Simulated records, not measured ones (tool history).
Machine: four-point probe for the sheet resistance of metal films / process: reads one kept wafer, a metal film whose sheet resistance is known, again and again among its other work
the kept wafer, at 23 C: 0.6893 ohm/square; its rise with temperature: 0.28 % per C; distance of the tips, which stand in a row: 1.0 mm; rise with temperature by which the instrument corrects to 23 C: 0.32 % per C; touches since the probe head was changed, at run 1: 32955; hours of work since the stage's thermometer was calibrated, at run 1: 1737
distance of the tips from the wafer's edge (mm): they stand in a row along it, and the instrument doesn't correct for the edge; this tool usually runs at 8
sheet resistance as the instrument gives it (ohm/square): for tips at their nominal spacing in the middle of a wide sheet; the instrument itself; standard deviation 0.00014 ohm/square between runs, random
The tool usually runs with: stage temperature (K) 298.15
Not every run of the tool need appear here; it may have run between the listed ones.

run      day  stage temperature (K)  distance of the tips from the wafer's edge (mm)  touches since the probe head was changed  hours of work since the stage's thermometer was calibrated  sheet resistance as the instrument gives it (ohm/square)
  1        0                 298.15                                                8                                     32955                                                        1737                                                  0.694082
  2    2.958                 298.15                                                8                                     34757                                                        1780                                                  0.693994
  3    4.704                 293.15                                                8                                     35820                                                        1806                                                  0.695314
  4    7.929                 293.15                                                8                                     37782                                                        1853                                                  0.695583
  5    9.829                 298.15                                               54                                     38938                                                        1881                                                  0.688973
      10.858  -- stage's thermometer calibrated
  6   13.242                 298.15                                               54                                     41005                                                          35                                                  0.689026
  7   16.183                 298.15                                                8                                     42794                                                          78                                                  0.694633
  8   19.325                 294.15                                                8                                     44706                                                         124                                                  0.695816
  9   22.908                 294.15                                                3                                     46888                                                         177                                                  0.728948
 10   25.042                 298.15                                                4                                     48186                                                         208                                                  0.711703
 11   26.525                 298.15                                                5                                     49091                                                         230                                                  0.703701
 12   28.346                 298.15                                                5                                     50197                                                         257                                                  0.703773
       29.95  -- stage's thermometer calibrated, once more
 13   31.742                 298.15                                                5                                     52254                                                          26                                                  0.702452
 14   33.442                 298.15                                                5                                     53287                                                          51                                                  0.702597
 15   36.425                 298.15                                                5                                     55103                                                          95                                                  0.702607
 16   38.004                 298.15                                                9                                     56066                                                         118                                                  0.692884
 17   39.692                 298.15                                                9                                     57092                                                         143                                                   0.69289
 18   43.329                 298.15                                                9                                     59306                                                         197                                                  0.693239
 19   46.983                 298.15                                                9                                     61530                                                         250                                                   0.69342
 20   48.975                 298.15                                                9                                     62744                                                         280                                                  0.693044
 21   52.433                 298.15                                                9                                     64849                                                         330                                                  0.693186
 22   54.033                 298.15                                                9                                     65822                                                         354                                                  0.693343
 23   56.038                 298.15                                                9                                     67042                                                         383                                                  0.693174
 24   59.338                 303.15                                               25                                     69051                                                         432                                                  0.688271
 25    61.95                 300.15                                               26                                     70643                                                         470                                                  0.688822
 26   64.992                 298.15                                                5                                     72494                                                         515                                                  0.703699
 27   67.688                 298.15                                                8                                     74134                                                         555                                                  0.694831
 28   70.904                 298.15                                                8                                     76093                                                         602                                                  0.694861
 29   72.796                 297.15                                               41                                     77244                                                         630                                                  0.689623
 30   76.162                 305.15                                                6                                     79293                                                         679                                                  0.697848
 31   79.792                 294.15                                               12                                     81503                                                         732                                                  0.692789
 32    81.85                 303.15                                               12                                     82755                                                         763                                                  0.690756
 33   85.346                 303.15                                               12                                     84883                                                         814                                                   0.69081
 34   88.929                 305.15                                               49                                     87065                                                         867                                                  0.688248
 35   91.221                 301.15                                               49                                     88461                                                         900                                                  0.689082
 36   94.612                 298.15                                                8                                     90526                                                         950                                                  0.695534
 37   96.408                 298.15                                                9                                     91619                                                         977                                                  0.694368
 38   98.692                 297.15                                                8                                     93009                                                        1010                                                  0.695963
 39  101.779                 303.15                                                8                                     94889                                                        1056                                                  0.694799
 40  103.308                 301.15                                               73                                     95820                                                        1078                                                  0.689512
 41  106.388                 293.15                                               38                                     97693                                                        1123                                                   0.69148
 42  109.525                 298.15                                               72                                     99602                                                        1169                                                  0.690148
 43  111.138                 292.15                                                3                                    100584                                                        1193                                                  0.730639
 44   113.75                 292.15                                                3                                    102176                                                        1231                                                  0.730408

Each row is a separate what-if for the run after 44, all from the same tool condition, not one after another. Results?
  A  115.425                 295.15                                               43                                    103195                                                        1256                                                         ?
  B  115.425                 295.15                                               22                                    103195                                                        1256                                                         ?
  C  115.425                 302.15                                                5                                    103195                                                        1256                                                         ?

run  sheet resistance as the instrument gives it (ohm/square)
  A                                                  0.691567
  B                                                  0.691966
  C                                                  0.703842
Without the tool's hidden state the same runs would have given:
run  sheet resistance as the instrument gives it (ohm/square)
  A                                                  0.690024
  B                                                  0.690422
  C                                                  0.702285
